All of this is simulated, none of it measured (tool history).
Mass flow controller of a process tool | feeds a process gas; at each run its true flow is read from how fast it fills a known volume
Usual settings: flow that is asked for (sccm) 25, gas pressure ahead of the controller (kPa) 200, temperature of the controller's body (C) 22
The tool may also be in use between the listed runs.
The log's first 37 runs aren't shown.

run      day  flow that is asked for (sccm)  gas pressure ahead of the controller (kPa)  temperature of the controller's body (C)  true flow (%)
 38    276.9                             41                                         156                                        22           99.1
 39  281.575                             25                                         200                                        26           99.1
 40  290.338                             46                                         212                                        29          99.59
 41  299.967                             25                                         203                                        39          99.98
 42  309.854                             25                                         203                                        39         100.03
 43  315.729                             27                                         215                                        31          99.31
 44  323.992                             27                                         215                                        31          99.39
 45  333.275                             36                                         200                                        23          98.72
 46  340.596                             36                                         200                                        23          98.77
 47  346.758                             36                                         200                                        23          98.72
 48  356.804                             36                                         200                                        23           98.6

Forecast each of these 4 alternatives for the next run:
  A  367.283                              8                                         272                                        32              ?
  B  367.283                             25                                         158                                        24              ?
  C  367.283                              7                                         220                                        22              ?
  D  367.283                             41                                         230                                        26              ?

run  true flow (%)
  A         102.55
  B          98.89
  C         102.82
  D          98.79
Without the tool's hidden state the same runs would have given:
run  true flow (%)
  A          98.49
  B          98.89
  C          97.91
  D          99.54

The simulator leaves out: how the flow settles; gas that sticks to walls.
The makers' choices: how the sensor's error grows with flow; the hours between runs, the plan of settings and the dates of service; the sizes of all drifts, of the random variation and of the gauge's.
